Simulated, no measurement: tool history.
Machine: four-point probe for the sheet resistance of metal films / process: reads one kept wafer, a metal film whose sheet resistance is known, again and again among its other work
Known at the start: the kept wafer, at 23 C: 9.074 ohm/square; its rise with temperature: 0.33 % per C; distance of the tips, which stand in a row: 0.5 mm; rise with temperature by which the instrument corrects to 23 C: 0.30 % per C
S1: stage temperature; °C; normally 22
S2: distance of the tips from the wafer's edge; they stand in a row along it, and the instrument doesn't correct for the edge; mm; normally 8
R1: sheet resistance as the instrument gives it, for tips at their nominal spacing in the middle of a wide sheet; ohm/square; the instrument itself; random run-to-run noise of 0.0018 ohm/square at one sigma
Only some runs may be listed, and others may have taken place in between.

Run 1, hour 0: usual settings. Result: R1 9.160048 ohm/square.
Run 2, hour 46.1: usual settings. Result: R1 9.155331 ohm/square.
Run 3, hour 89.6: usual settings. Result: R1 9.154776 ohm/square.
Run 4, hour 132.4: usual settings. Result: R1 9.15446 ohm/square.
Run 5, hour 187.9: usual settings but S1 25 °C. Result: R1 9.166683 ohm/square.
Run 6, hour 253.8: usual settings but S1 25 °C. Result: R1 9.164951 ohm/square.
Run 7, hour 301.2: usual settings but S1 25 °C. Result: R1 9.164546 ohm/square.
Run 8, hour 360.3: usual settings but S1 25 °C. Result: R1 9.164686 ohm/square.
Run 9, hour 432.5: usual settings but S1 25 °C, S2 11 mm. Result: R1 9.156332 ohm/square.
Run 10, hour 528.6: usual settings but S1 25 °C, S2 11 mm. Result: R1 9.156887 ohm/square.
Run 11, hour 621.2: usual settings. Result: R1 9.159296 ohm/square.
Run 12, hour 701.5: usual settings. Result: R1 9.158421 ohm/square.
Run 13, hour 798: usual settings but S1 23 °C. Result: R1 9.167477 ohm/square.
Run 14, hour 890: usual settings but S2 11 mm. Result: R1 9.156635 ohm/square.
Run 15, hour 960: usual settings but S2 10 mm. Result: R1 9.159115 ohm/square.
Run 16, hour 1009.5: usual settings but S2 10 mm. Result: R1 9.157889 ohm/square.
Run 17, hour 1087.1: usual settings but S2 24 mm. Result: R1 9.150459 ohm/square.
Run 18, hour 1158: usual settings but S2 24 mm. Result: R1 9.145061 ohm/square.
Run 19, hour 1212.7: usual settings but S2 24 mm. Result: R1 9.148695 ohm/square.
Run 20, hour 1258.2: usual settings but S2 24 mm. Result: R1 9.146929 ohm/square.
Run 21, hour 1350.6: usual settings but S2 24 mm. Result: R1 9.14948 ohm/square.
Run 22, hour 1433.7: usual settings but S2 24 mm. Result: R1 9.152624 ohm/square.
Run 23, hour 1499.7: usual settings but S2 3 mm. Result: R1 9.284519 ohm/square.
Run 24, hour 1593.5: usual settings but S2 4 mm. Result: R1 9.228825 ohm/square.
Run 25, hour 1673.3: usual settings but S2 4 mm. Result: R1 9.23096 ohm/square.
Run 26, hour 1724.1: usual settings but S1 20 °C, S2 7 mm. Result: R1 9.175631 ohm/square.
Run 27, hour 1822.7: usual settings but S1 20 °C, S2 7 mm. Result: R1 9.175714 ohm/square.
Run 28, hour 1876.7: usual settings but S1 20 °C, S2 50 mm. Result: R1 9.148166 ohm/square.
Run 29, hour 1917.4: usual settings but S1 20 °C, S2 50 mm. Result: R1 9.15005 ohm/square.
Run 30, hour 1965.7: usual settings but S1 20 °C, S2 50 mm. Result: R1 9.154296 ohm/square.
Run 31, hour 2051.1: usual settings but S1 20 °C, S2 37 mm. Result: R1 9.155887 ohm/square.
Run 32, hour 2097.5: usual settings but S1 20 °C, S2 37 mm. Result: R1 9.155886 ohm/square.
Run 33, hour 2139.3: usual settings but S1 20 °C, S2 37 mm. Result: R1 9.155123 ohm/square.
Run 34, hour 2192.1: usual settings but S1 26 °C, S2 7 mm. Result: R1 9.188852 ohm/square.
Run 35, hour 2241.4: usual settings but S1 18 °C, S2 6 mm. Result: R1 9.181899 ohm/square.
Run 36, hour 2312.1: usual settings but S1 26 °C, S2 48 mm. Result: R1 9.164877 ohm/square.
Run 37, hour 2374.8: usual settings but S1 19 °C, S2 11 mm. Result: R1 9.161675 ohm/square.
Run 38, hour 2419.8: usual settings but S1 20 °C, S2 11 mm. Result: R1 9.163838 ohm/square.
Run 39, hour 2468.8: usual settings but S1 28 °C, S2 11 mm. Result: R1 9.181111 ohm/square.
Run 40, hour 2524.6: usual settings but S1 26 °C, S2 36 mm. Result: R1 9.169285 ohm/square.
Run 41, hour 2594.3: usual settings but S1 28 °C, S2 11 mm. Result: R1 9.181551 ohm/square.
Run 42, hour 2643.5: usual settings but S1 28 °C, S2 11 mm. Result: R1 9.181289 ohm/square.
Run 43, hour 2690.8: usual settings but S1 28 °C, S2 11 mm. Result: R1 9.180331 ohm/square.
Run 44, hour 2743.4: usual settings but S1 28 °C, S2 11 mm. Result: R1 9.185864 ohm/square.

Subtracting, for every run, the result it would have given without the tool's unlogged condition from the measured result gives the following. The same run-to-run variation enters both numbers; the gauge's scatter may not:
The tool's hidden condition here consists of: inner tips' distance over the nominal, %; tips' flats over new ones', %; wafer's true temperature over the reading, C; drift of the gauge itself on sheet_ohm, %.
run         R1
  1  +0.064089
  2  +0.064492
  3  +0.064898
  4  +0.065273
  5  +0.065866
  6  +0.066445
  7  +0.066909
  8  +0.067506
  9  +0.068048
 10  +0.068954
 11  +0.069828
 12  +0.070584
 13  +0.071574
 14  +0.072318
 15  +0.072964
 16  +0.073382
 17  +0.074119
 18  +0.074754
 19  +0.075314
 20   +0.07571
 21  +0.076606
 22  +0.077382
 23  +0.079043
 24  +0.079487
 25  +0.080237
 26  +0.080319
 27  +0.081265
 28  +0.081533
 29   +0.08193
 30  +0.082402
 31   +0.08324
 32  +0.083661
 33  +0.084029
 34   +0.08476
 35   +0.08526
 36  +0.085618
 37  +0.086287
 38  +0.086727
 39  +0.087197
 40  +0.087639
 41  +0.088329
 42  +0.088819
 43  +0.089254
 44  +0.089795

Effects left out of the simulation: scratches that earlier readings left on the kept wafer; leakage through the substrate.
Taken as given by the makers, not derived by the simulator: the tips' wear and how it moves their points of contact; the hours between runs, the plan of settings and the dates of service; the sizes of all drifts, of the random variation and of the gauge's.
